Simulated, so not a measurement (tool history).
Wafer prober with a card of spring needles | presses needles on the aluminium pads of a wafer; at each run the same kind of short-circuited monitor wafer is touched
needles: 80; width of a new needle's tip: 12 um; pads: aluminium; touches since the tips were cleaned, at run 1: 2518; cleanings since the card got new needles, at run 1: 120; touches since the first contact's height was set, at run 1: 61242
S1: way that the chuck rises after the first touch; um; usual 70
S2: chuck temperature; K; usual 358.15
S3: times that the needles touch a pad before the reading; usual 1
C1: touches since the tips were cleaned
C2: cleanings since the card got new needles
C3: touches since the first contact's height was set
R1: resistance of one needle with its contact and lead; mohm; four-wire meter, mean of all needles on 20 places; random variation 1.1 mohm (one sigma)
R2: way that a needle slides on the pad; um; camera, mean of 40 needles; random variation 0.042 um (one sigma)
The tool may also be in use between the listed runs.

run    hour  S1      S2  S3    C1   C2      C3   R1     R2
  1     0.0  70  358.15   1  2518  120   61242  206  17.36
        4.4  -- tips cleaned on abrasive film
       13.0  -- tips cleaned on abrasive film
       21.6  -- tips cleaned on abrasive film
       30.2  -- tips cleaned on abrasive film
       41.0  -- tips cleaned on abrasive film
       49.6  -- tips cleaned on abrasive film
       58.2  -- tips cleaned on abrasive film
  2    58.3  63  358.15   1    32  127   88610  198  15.42
       66.9  -- tips cleaned on abrasive film
       77.7  -- tips cleaned on abrasive film
       86.3  -- tips cleaned on abrasive film
       94.9  -- tips cleaned on abrasive film
  3   102.8  63  358.15   1  3749  131  109596  210  15.37
      105.0  -- tips cleaned on abrasive film
      113.7  -- tips cleaned on abrasive film
      114.0  -- height of the first contact set anew
      122.6  -- tips cleaned on abrasive film
      131.2  -- tips cleaned on abrasive film
      142.0  -- tips cleaned on abrasive film
      150.6  -- tips cleaned on abrasive film
  4   151.8  63  358.15   1   588  137   17800  203  15.91
      160.4  -- tips cleaned on abrasive film
      169.0  -- tips cleaned on abrasive film
      177.7  -- tips cleaned on abrasive film
  5   185.1  70  358.15   1  3524  140   33474  207  17.52
      187.3  -- tips cleaned on abrasive film
      195.9  -- tips cleaned on abrasive film
      206.7  -- tips cleaned on abrasive film
      217.4  -- tips cleaned on abrasive film
  6   220.2  70  358.15   1  1324  144   49987  204  17.49
      226.7  -- tips cleaned on abrasive film
      235.3  -- tips cleaned on abrasive film
      246.1  -- tips cleaned on abrasive film
      254.7  -- tips cleaned on abrasive film
      263.3  -- tips cleaned on abrasive film
  7   271.8  70  358.15   3  4040  149   74277  202  17.34
      274.0  -- tips cleaned on abrasive film
      282.7  -- tips cleaned on abrasive film
      291.3  -- tips cleaned on abrasive film
      299.9  -- tips cleaned on abrasive film
      308.5  -- tips cleaned on abrasive film
      319.3  -- tips cleaned on abrasive film
      330.0  -- tips cleaned on abrasive film
  8   333.0  70  358.15   2  1429  156  103042  201  17.10
      339.5  -- tips cleaned on abrasive film
      348.1  -- tips cleaned on abrasive film
      356.8  -- tips cleaned on abrasive film
      357.1  -- height of the first contact set anew
      365.7  -- tips cleaned on abrasive film
  9   366.5  70  358.15   2   380  160    4430  198  17.74
      375.1  -- tips cleaned on abrasive film
      383.7  -- tips cleaned on abrasive film
      392.3  -- tips cleaned on abrasive film
      400.9  -- tips cleaned on abrasive film
      411.7  -- tips cleaned on abrasive film
      420.3  -- tips cleaned on abrasive film
      429.5  -- tips cleaned on abrasive film
 10   429.5  70  358.15   2     0  167   34060  197  17.53
      438.1  -- tips cleaned on abrasive film
      446.7  -- tips cleaned on abrasive film
      455.4  -- tips cleaned on abrasive film
      466.1  -- tips cleaned on abrasive film
 11   471.1  70  358.15   2  2367  171   53640  204  17.42
      475.4  -- tips cleaned on abrasive film
      484.1  -- tips cleaned on abrasive film
      492.7  -- tips cleaned on abrasive film
      503.4  -- tips cleaned on abrasive film
      512.0  -- tips cleaned on abrasive film
      520.7  -- tips cleaned on abrasive film
 12   527.9  70  358.15   2  3444  177   80370  204  17.18
      530.1  -- tips cleaned on abrasive film
      538.8  -- tips cleaned on abrasive film
      547.4  -- tips cleaned on abrasive film
      558.1  -- tips cleaned on abrasive film
 13   559.4  86  392.15   2   585  181   95128  203  21.20
      568.0  -- tips cleaned on abrasive film
      576.6  -- tips cleaned on abrasive film
      587.3  -- tips cleaned on abrasive film
      598.1  -- tips cleaned on abrasive film
      600.5  -- height of the first contact set anew
 14   601.1  83  306.15   1  1279  185     267  191  21.01
      607.6  -- tips cleaned on abrasive film
      616.2  -- tips cleaned on abrasive film
      624.8  -- tips cleaned on abrasive film
      633.4  -- tips cleaned on abrasive film
      644.2  -- tips cleaned on abrasive film
      652.8  -- tips cleaned on abrasive film
 15   656.3  83  306.15   1  1681  191   26250  191  20.78
      662.8  -- tips cleaned on abrasive film
      673.6  -- tips cleaned on abrasive film
      682.2  -- tips cleaned on abrasive film
 16   688.2  51  328.15   1  2875  194   41275  218  12.72
      692.6  -- tips cleaned on abrasive film
      703.4  -- tips cleaned on abrasive film
      712.0  -- tips cleaned on abrasive film
      722.7  -- tips cleaned on abrasive film
 17   728.7  69  336.15   2  2853  198   60329  202  17.14
      733.1  -- tips cleaned on abrasive film
      743.8  -- tips cleaned on abrasive film
      752.5  -- tips cleaned on abrasive film
      761.1  -- tips cleaned on abrasive film
      769.7  -- tips cleaned on abrasive film
      780.4  -- tips cleaned on abrasive film
 18   781.2  64  358.15   1   341  204   84970  206  15.76
      789.8  -- tips cleaned on abrasive film
      798.4  -- tips cleaned on abrasive film
      807.0  -- tips cleaned on abrasive film
      817.8  -- tips cleaned on abrasive film
 19   824.1  70  315.15   1  3005  208  105186  204  17.08
      828.4  -- tips cleaned on abrasive film
      837.1  -- tips cleaned on abrasive film
      843.8  -- height of the first contact set anew
      846.0  -- tips cleaned on abrasive film
      854.6  -- tips cleaned on abrasive film
      865.4  -- tips cleaned on abrasive film
      874.0  -- tips cleaned on abrasive film
 20   882.4  51  319.15   3  3984  214   18159  206  12.88
      884.6  -- tips cleaned on abrasive film
      893.2  -- tips cleaned on abrasive film
      901.8  -- tips cleaned on abrasive film
      910.4  -- tips cleaned on abrasive film
      919.1  -- tips cleaned on abrasive film
 21   919.6  70  322.15   2   277  219   35648  193  17.53
      928.3  -- tips cleaned on abrasive film
      939.0  -- tips cleaned on abrasive film
      947.6  -- tips cleaned on abrasive film
      956.3  -- tips cleaned on abrasive film
      967.0  -- tips cleaned on abrasive film
 22   970.2  70  302.15   2  1518  224   59442  194  17.34
      976.7  -- tips cleaned on abrasive film
      985.3  -- tips cleaned on abrasive film
      993.9  -- tips cleaned on abrasive film
 23   997.4  70  341.15   2  1639  227   72219  200  17.36
     1003.9  -- tips cleaned on abrasive film
     1012.5  -- tips cleaned on abrasive film
     1021.1  -- tips cleaned on abrasive film
     1029.7  -- tips cleaned on abrasive film
 24  1033.4  70  368.15   1  1727  231   89134  213  17.21

Forecast each of these 5 alternatives for the next run:
     1039.8  -- tips cleaned on abrasive film
     1048.5  -- tips cleaned on abrasive film
     1057.1  -- tips cleaned on abrasive film
  A  1060.3  70  368.15   2  1542  234  101813   ?   ?
     1039.8  -- tips cleaned on abrasive film
     1048.5  -- tips cleaned on abrasive film
     1057.1  -- tips cleaned on abrasive film
  B  1060.3  54  321.15   1  1542  234  101813   ?   ?
     1039.8  -- tips cleaned on abrasive film
     1048.5  -- tips cleaned on abrasive film
     1057.1  -- tips cleaned on abrasive film
  C  1060.3  70  358.15   1  1542  234  101813   ?   ?
     1039.8  -- tips cleaned on abrasive film
     1048.5  -- tips cleaned on abrasive film
     1057.1  -- tips cleaned on abrasive film
  D  1060.3  66  336.15   1  1542  234  101813   ?   ?
     1039.8  -- tips cleaned on abrasive film
     1048.5  -- tips cleaned on abrasive film
     1057.1  -- tips cleaned on abrasive film
  E  1060.3  85  358.15   1  1542  234  101813   ?   ?

run   R1     R2
  A  208  17.14
  B  212  13.09
  C  209  17.18
  D  206  16.18
  E  204  20.92
Without the tool's hidden state the same runs would have given:
run   R1     R2
  A  199  17.72
  B  188  13.67
  C  197  17.76
  D  191  16.76
  E  196  21.51
